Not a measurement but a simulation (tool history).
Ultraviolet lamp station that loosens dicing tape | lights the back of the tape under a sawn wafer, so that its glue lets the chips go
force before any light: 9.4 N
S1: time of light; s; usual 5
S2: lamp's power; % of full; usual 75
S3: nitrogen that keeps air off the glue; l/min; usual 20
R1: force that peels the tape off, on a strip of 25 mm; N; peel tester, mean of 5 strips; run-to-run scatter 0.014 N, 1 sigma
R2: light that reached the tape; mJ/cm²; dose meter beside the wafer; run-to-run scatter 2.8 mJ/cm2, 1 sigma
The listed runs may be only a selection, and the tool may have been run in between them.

Run 1, hour 0: usual settings. Result: R1 0.857 N, R2 347 mJ/cm².
Run 2, hour 40.5: usual settings but S2 65 % of full. Result: R1 1.223 N, R2 303 mJ/cm².
At hour 65.4: window cleaned of glue's vapour.
Run 3, hour 69.9: usual settings. Result: R1 1.029 N, R2 325 mJ/cm².
Run 4, hour 101.5: usual settings. Result: R1 0.992 N, R2 322 mJ/cm².
Run 5, hour 135.7: usual settings. Result: R1 1.108 N, R2 322 mJ/cm².
Run 6, hour 172.4: usual settings but S1 4 s. Result: R1 1.64 N, R2 252 mJ/cm².
Run 7, hour 214.3: usual settings but S1 4 s, S2 99 % of full, S3 34 l/min. Result: R1 0.799 N, R2 325 mJ/cm².
At hour 220.8: window cleaned of glue's vapour, once more.
Run 8, hour 255.7: usual settings but S1 3 s, S3 9 l/min. Result: R1 2.719 N, R2 217 mJ/cm².
Run 9, hour 297.5: usual settings but S1 10 s, S2 73 % of full, S3 9 l/min. Result: R1 0.292 N, R2 702 mJ/cm².
Run 10, hour 316: usual settings but S1 10 s, S2 73 % of full, S3 9 l/min. Result: R1 0.286 N, R2 698 mJ/cm².

Pick out some run-to-run changes in R1. Of each, how much would a tool without hidden state show as well, from the settings, what came in and chance, and how much is left for the hidden state and any gauge scatter not in both results compared?
What the log doesn't record here: lamp's light, % of a new lamp's; light that the window lets through, % of a clean one's; drift of the gauge itself on peel_n, %; drift of the gauge itself on dose_mj_cm2, %.
Run 8 -> 9: S1 3 -> 10, S2 75 -> 73. R1 -2.427 N: hidden state -0.237, all else -2.19.
